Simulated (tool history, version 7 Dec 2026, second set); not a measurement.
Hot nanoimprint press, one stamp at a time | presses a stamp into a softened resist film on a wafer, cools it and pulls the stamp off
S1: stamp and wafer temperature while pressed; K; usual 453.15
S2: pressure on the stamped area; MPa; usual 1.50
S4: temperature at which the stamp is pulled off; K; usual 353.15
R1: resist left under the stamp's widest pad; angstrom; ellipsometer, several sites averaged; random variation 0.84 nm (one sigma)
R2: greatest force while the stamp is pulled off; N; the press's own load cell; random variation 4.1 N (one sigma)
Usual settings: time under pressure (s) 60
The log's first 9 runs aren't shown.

{"run": 10, "hour": 459.8, "S1": 453.15, "S2": 1.5, "time under pressure (s)": 62, "S4": 353.15, "R1": 1221, "R2": 200}
{"run": 11, "hour": 493.8, "S1": 453.15, "S2": 1.5, "time under pressure (s)": 62, "S4": 353.15, "R1": 1212, "R2": 206}
{"run": 12, "hour": 561.3, "S1": 453.15, "S2": 1.5, "time under pressure (s)": 62, "S4": 353.15, "R1": 1230, "R2": 201}
{"run": 13, "hour": 616.4, "S1": 453.15, "S2": 1.5, "time under pressure (s)": 62, "S4": 353.15, "R1": 1216, "R2": 202}
{"run": 14, "hour": 683.5, "S1": 453.15, "S2": 0.95, "time under pressure (s)": 60, "S4": 353.15, "R1": 1604, "R2": 205}
{"run": 15, "hour": 759.8, "S1": 453.15, "S2": 1.5, "time under pressure (s)": 60, "S4": 353.15, "R1": 1238, "R2": 203}
{"run": 16, "hour": 833.4, "S1": 453.15, "S2": 1.13, "time under pressure (s)": 89, "S4": 353.15, "R1": 1280, "R2": 210}
{"hour": 886.1, "done": "stamp cleaned and given a new release coat"}
{"run": 17, "hour": 888.6, "S1": 453.15, "S2": 2.02, "time under pressure (s)": 89, "S4": 349.15, "R1": 886, "R2": 214}
{"run": 18, "hour": 951.4, "S1": 441.15, "S2": 1.06, "time under pressure (s)": 31, "S4": 355.15, "R1": 2874, "R2": 196}
{"run": 19, "hour": 987.3, "S1": 441.15, "S2": 1.06, "time under pressure (s)": 31, "S4": 355.15, "R1": 2910, "R2": 193}
{"run": 20, "hour": 1063.3, "S1": 458.15, "S2": 1.06, "time under pressure (s)": 48, "S4": 355.15, "R1": 1296, "R2": 193}
{"run": 21, "hour": 1101.0, "S1": 458.15, "S2": 1.06, "time under pressure (s)": 48, "S4": 355.15, "R1": 1285, "R2": 190}
{"run": 22, "hour": 1171.9, "S1": 456.15, "S2": 2.31, "time under pressure (s)": 105, "S4": 353.15, "R1": 668, "R2": 202}
{"run": 23, "hour": 1227.1, "S1": 456.15, "S2": 2.31, "time under pressure (s)": 105, "S4": 353.15, "R1": 665, "R2": 200}
{"run": 24, "hour": 1293.1, "S1": 453.15, "S2": 1.63, "time under pressure (s)": 60, "S4": 353.15, "R1": 1188, "R2": 206}
{"hour": 1323.2, "done": "plate thermocouple calibrated"}
{"run": 25, "hour": 1370.0, "S1": 452.15, "S2": 1.63, "time under pressure (s)": 60, "S4": 359.15, "R1": 1248, "R2": 178}
{"run": 26, "hour": 1415.1, "S1": 461.15, "S2": 1.5, "time under pressure (s)": 60, "S4": 350.15, "R1": 832, "R2": 223}
{"run": 27, "hour": 1456.3, "S1": 461.15, "S2": 1.5, "time under pressure (s)": 60, "S4": 350.15, "R1": 835, "R2": 207}
{"run": 28, "hour": 1538.2, "S1": 461.15, "S2": 1.5, "time under pressure (s)": 51, "S4": 350.15, "R1": 887, "R2": 217}
{"run": 29, "hour": 1608.3, "S1": 461.15, "S2": 1.5, "time under pressure (s)": 51, "S4": 350.15, "R1": 878, "R2": 201}
{"run": 30, "hour": 1665.1, "S1": 461.15, "S2": 1.5, "time under pressure (s)": 51, "S4": 350.15, "R1": 891, "R2": 209}

Forecast each of these 4 alternatives for the next run:
{"hour": 1705.1, "done": "press's hydraulic seals changed and the load cell set to zero"}
{"run": "A", "hour": 1755.8, "S1": 458.15, "S2": 1.5, "time under pressure (s)": 51, "S4": 339.15, "R1": "?", "R2": "?"}
{"hour": 1705.1, "done": "press's hydraulic seals changed and the load cell set to zero"}
{"run": "B", "hour": 1755.8, "S1": 461.15, "S2": 1.5, "time under pressure (s)": 37, "S4": 350.15, "R1": "?", "R2": "?"}
{"hour": 1705.1, "done": "press's hydraulic seals changed and the load cell set to zero"}
{"run": "C", "hour": 1755.8, "S1": 453.15, "S2": 1.5, "time under pressure (s)": 84, "S4": 353.15, "R1": "?", "R2": "?"}
{"hour": 1705.1, "done": "press's hydraulic seals changed and the load cell set to zero"}
{"run": "D", "hour": 1755.8, "S1": 461.15, "S2": 2.13, "time under pressure (s)": 39, "S4": 350.15, "R1": "?", "R2": "?"}

run=A R1=1024 R2=254
run=B R1=995 R2=221
run=C R1=1096 R2=205
run=D R1=788 R2=210
Without the tool's hidden state the same runs would have given:
run=A R1=1025 R2=251
run=B R1=996 R2=218
run=C R1=1097 R2=202
run=D R1=788 R2=207
